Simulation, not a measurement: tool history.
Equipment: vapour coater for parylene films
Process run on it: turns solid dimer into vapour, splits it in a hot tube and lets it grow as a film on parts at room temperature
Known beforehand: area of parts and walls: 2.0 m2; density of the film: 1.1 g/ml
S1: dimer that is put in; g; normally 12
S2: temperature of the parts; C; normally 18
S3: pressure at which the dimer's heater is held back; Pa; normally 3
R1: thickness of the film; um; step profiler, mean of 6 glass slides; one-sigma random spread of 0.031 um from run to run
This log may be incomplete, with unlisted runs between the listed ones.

Run 1, hour 0: usual settings. Result: R1 2.89 um.
Run 2, hour 6.7: usual settings. Result: R1 2.91 um.
Run 3, hour 19.7: usual settings. Result: R1 2.83 um.
Run 4, hour 31.3: usual settings. Result: R1 2.92 um.
Run 5, hour 45.2: usual settings. Result: R1 2.88 um.
Run 6, hour 56: usual settings. Result: R1 2.83 um.
Run 7, hour 64.2: usual settings. Result: R1 2.9 um.
Run 8, hour 70.8: usual settings. Result: R1 2.93 um.
Run 9, hour 84.1: usual settings. Result: R1 2.85 um.
Run 10, hour 94.1: usual settings but S2 10 C. Result: R1 3.98 um.
Run 11, hour 103.7: usual settings but S1 7 g, S2 27 C. Result: R1 1.18 um.
Run 12, hour 115.3: usual settings but S2 11 C, S3 4.26 Pa. Result: R1 3.62 um.
Run 13, hour 124.7: usual settings but S2 11 C, S3 2.8 Pa. Result: R1 3.85 um.
Run 14, hour 133.1: usual settings but S2 15 C. Result: R1 3.23 um.
Run 15, hour 142.8: usual settings but S2 15 C. Result: R1 3.21 um.
Run 16, hour 149.3: usual settings but S2 15 C. Result: R1 3.18 um.
Run 17, hour 162.2: usual settings but S1 19 g, S2 11 C, S3 11.39 Pa. Result: R1 4.97 um.
Run 18, hour 173.1: usual settings but S1 19 g, S2 11 C, S3 11.39 Pa. Result: R1 4.89 um.
Run 19, hour 187.8: usual settings but S1 19 g, S2 11 C, S3 11.39 Pa. Result: R1 4.96 um.
Run 20, hour 198.5: usual settings but S1 6 g, S2 22 C, S3 11.39 Pa. Result: R1 1 um.

Predict each of these 4 candidate next runs independently; none follows another, all start after run 20:
Run A, hour 210.4: usual settings but S1 11 g, S2 22 C, S3 3.73 Pa. Result: R1 ?.
Run B, hour 210.4: usual settings but S1 15 g. Result: R1 ?.
Run C, hour 210.4: usual settings but S3 2.71 Pa. Result: R1 ?.
Run D, hour 210.4: usual settings but S1 8 g, S2 13 C, S3 8.73 Pa. Result: R1 ?.

run    R1
  A  2.13
  B  3.49
  C  2.93
  D  1.92
Take away the tool's hidden state, keep each run's random variation, and the runs would have read:
run    R1
  A  2.28
  B  3.74
  C  3.13
  D  2.06
